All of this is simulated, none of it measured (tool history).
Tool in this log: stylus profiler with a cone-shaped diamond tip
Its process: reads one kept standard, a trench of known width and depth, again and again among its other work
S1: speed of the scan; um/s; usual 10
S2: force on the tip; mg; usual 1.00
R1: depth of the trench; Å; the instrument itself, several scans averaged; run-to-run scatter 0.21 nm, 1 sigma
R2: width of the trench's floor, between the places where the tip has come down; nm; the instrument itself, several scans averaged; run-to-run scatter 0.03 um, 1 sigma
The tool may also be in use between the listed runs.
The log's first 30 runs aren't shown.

run 31 day=107.371 | S1=12 S2=2.01 | R1=10154.9 R2=25920
run 32 day=109.542 | S1=6 S2=0.55 | R1=10061.4 R2=25890
-- day=112.171 new tip fitted, height scale calibrated
run 33 day=113.750 | S1=6 S2=1.00 | R1=10095.1 R2=26020
run 34 day=117.012 | S1=6 S2=1.00 | R1=10093.7 R2=25940
run 35 day=120.267 | S1=6 S2=1.00 | R1=10094.8 R2=26050
run 36 day=122.533 | S1=2 S2=1.32 | R1=10114.6 R2=25990
run 37 day=125.721 | S1=2 S2=1.32 | R1=10117.4 R2=25980
run 38 day=129.704 | S1=28 S2=1.01 | R1=10096.4 R2=25860
run 39 day=134.479 | S1=28 S2=2.11 | R1=10158.0 R2=25960
run 40 day=138.488 | S1=28 S2=2.11 | R1=10160.3 R2=25870
run 41 day=140.508 | S1=6 S2=1.04 | R1=10098.1 R2=25990
run 42 day=145.396 | S1=37 S2=0.90 | R1=10091.5 R2=25800
run 43 day=148.379 | S1=37 S2=0.90 | R1=10091.0 R2=25830
run 44 day=150.658 | S1=37 S2=0.71 | R1=10077.5 R2=25770
run 45 day=155.604 | S1=37 S2=0.71 | R1=10075.6 R2=25760
run 46 day=159.821 | S1=37 S2=0.71 | R1=10076.2 R2=25800

Here are 4 independent what-if runs from the current tool condition. What would each one return?
run A day=162.854 | S1=4 S2=1.78 | R1=? R2=?
run B day=162.854 | S1=3 S2=2.48 | R1=? R2=?
run C day=162.854 | S1=35 S2=0.41 | R1=? R2=?
run D day=162.854 | S1=7 S2=1.18 | R1=? R2=?

run=A R1=10139.1 R2=25980
run=B R1=10176.9 R2=25990
run=C R1=10053.0 R2=25790
run=D R1=10106.2 R2=25920
With no hidden state in the tool, these same runs would have given:
run=A R1=10138.9 R2=26000
run=B R1=10176.7 R2=26000
run=C R1=10052.8 R2=25810
run=D R1=10106.0 R2=25940

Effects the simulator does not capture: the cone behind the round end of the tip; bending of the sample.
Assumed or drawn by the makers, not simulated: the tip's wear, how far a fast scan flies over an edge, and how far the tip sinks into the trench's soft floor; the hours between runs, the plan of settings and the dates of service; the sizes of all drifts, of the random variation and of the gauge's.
